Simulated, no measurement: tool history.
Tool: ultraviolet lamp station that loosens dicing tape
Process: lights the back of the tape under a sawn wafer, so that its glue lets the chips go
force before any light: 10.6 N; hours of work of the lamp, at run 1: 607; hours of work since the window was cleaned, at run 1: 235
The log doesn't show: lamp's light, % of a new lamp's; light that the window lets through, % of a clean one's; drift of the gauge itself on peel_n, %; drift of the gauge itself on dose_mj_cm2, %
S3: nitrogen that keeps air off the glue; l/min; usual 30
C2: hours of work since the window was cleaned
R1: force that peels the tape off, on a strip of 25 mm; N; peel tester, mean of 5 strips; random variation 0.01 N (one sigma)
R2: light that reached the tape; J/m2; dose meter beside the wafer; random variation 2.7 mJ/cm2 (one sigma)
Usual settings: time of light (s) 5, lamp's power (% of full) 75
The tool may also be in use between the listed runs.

Run 1, hour 0: usual settings; hours of work of the lamp 607; C2 235. Result: R1 0.839 N, R2 2850 J/m2.
Run 2, hour 16.5: usual settings; hours of work of the lamp 618; C2 247. Result: R1 0.853 N, R2 2860 J/m2.
Run 3, hour 33.9: usual settings; hours of work of the lamp 631; C2 259. Result: R1 0.873 N, R2 2810 J/m2.
Run 4, hour 45.4: usual settings; hours of work of the lamp 639; C2 268. Result: R1 0.899 N, R2 2810 J/m2.
Run 5, hour 54.7: usual settings; hours of work of the lamp 646; C2 274. Result: R1 0.9 N, R2 2730 J/m2.
Run 6, hour 70.9: usual settings; hours of work of the lamp 657; C2 286. Result: R1 0.901 N, R2 2720 J/m2.
Run 7, hour 85: usual settings; hours of work of the lamp 667; C2 296. Result: R1 0.928 N, R2 2750 J/m2.
Run 8, hour 98.4: usual settings but time of light (s) 10; hours of work of the lamp 677; C2 305. Result: R1 0.244 N, R2 5440 J/m2.
Run 9, hour 115.2: usual settings but time of light (s) 10; hours of work of the lamp 689; C2 317. Result: R1 0.237 N, R2 5420 J/m2.
Run 10, hour 130: usual settings; hours of work of the lamp 699; C2 328. Result: R1 0.975 N, R2 2720 J/m2.
Run 11, hour 149: usual settings but lamp's power (% of full) 73; hours of work of the lamp 713; C2 341. Result: R1 1.019 N, R2 2610 J/m2.
Run 12, hour 168.5: usual settings but time of light (s) 2; hours of work of the lamp 727; C2 355. Result: R1 4.101 N, R2 1110 J/m2.
Run 13, hour 188.8: usual settings; hours of work of the lamp 741; C2 370. Result: R1 1.06 N, R2 2610 J/m2.
Run 14, hour 210: usual settings; hours of work of the lamp 756; C2 385. Result: R1 1.039 N, R2 2570 J/m2.
Run 15, hour 227: usual settings; hours of work of the lamp 768; C2 397. Result: R1 1.049 N, R2 2530 J/m2.
Run 16, hour 235.7: usual settings but lamp's power (% of full) 64; hours of work of the lamp 774; C2 403. Result: R1 1.438 N, R2 2190 J/m2.
Run 17, hour 252.6: usual settings but time of light (s) 2; hours of work of the lamp 786; C2 415. Result: R1 4.125 N, R2 1030 J/m2.
Run 18, hour 264: usual settings but time of light (s) 2; hours of work of the lamp 795; C2 423. Result: R1 4.16 N, R2 1040 J/m2.
Run 19, hour 274.5: usual settings but time of light (s) 2; hours of work of the lamp 802; C2 431. Result: R1 4.186 N, R2 1050 J/m2.
At hour 292.7: window cleaned of glue's vapour.
Run 20, hour 292.7: usual settings but time of light (s) 4; hours of work of the lamp 815; C2 0. Result: R1 1.377 N, R2 2240 J/m2.
Run 21, hour 311.6: usual settings but time of light (s) 6; hours of work of the lamp 828; C2 13. Result: R1 0.609 N, R2 3360 J/m2.
Run 22, hour 331.5: usual settings but time of light (s) 6; hours of work of the lamp 842; C2 28. Result: R1 0.605 N, R2 3350 J/m2.
Run 23, hour 347.2: usual settings but time of light (s) 6; hours of work of the lamp 853; C2 39. Result: R1 0.622 N, R2 3290 J/m2.
Run 24, hour 360.9: usual settings but time of light (s) 3, lamp's power (% of full) 90; hours of work of the lamp 863; C2 49. Result: R1 1.723 N, R2 1960 J/m2.
Run 25, hour 373.7: usual settings but time of light (s) 7, lamp's power (% of full) 74, S3 12 l/min; hours of work of the lamp 872; C2 58. Result: R1 1.115 N, R2 3780 J/m2.
Run 26, hour 392.1: usual settings but time of light (s) 3, lamp's power (% of full) 70; hours of work of the lamp 885; C2 71. Result: R1 2.681 N, R2 1480 J/m2.
Run 27, hour 407.9: usual settings but time of light (s) 4, lamp's power (% of full) 99; hours of work of the lamp 897; C2 82. Result: R1 0.871 N, R2 2790 J/m2.
Run 28, hour 424.6: usual settings but S3 10 l/min; hours of work of the lamp 909; C2 94. Result: R1 2.38 N, R2 2650 J/m2.
Run 29, hour 441.6: usual settings but time of light (s) 7, lamp's power (% of full) 77, S3 58 l/min; hours of work of the lamp 921; C2 106. Result: R1 0.298 N, R2 3770 J/m2.
Run 30, hour 453.9: usual settings but lamp's power (% of full) 68, S3 33 l/min; hours of work of the lamp 929; C2 115. Result: R1 1.208 N, R2 2370 J/m2.
Run 31, hour 467.2: usual settings but time of light (s) 7, lamp's power (% of full) 68, S3 12 l/min; hours of work of the lamp 939; C2 124. Result: R1 1.455 N, R2 3260 J/m2.

Run 32 comes next. What will it give?
Run 32, hour 483.1: usual settings but time of light (s) 3, S3 50 l/min; hours of work of the lamp 950; C2 136. Result: R1 ?, R2 ?.

Run 32 gave R1 2.009 N, R2 1480 J/m2.
Without the tool's hidden state the same run would have given R1 0.966 N, R2 2200 J/m2.
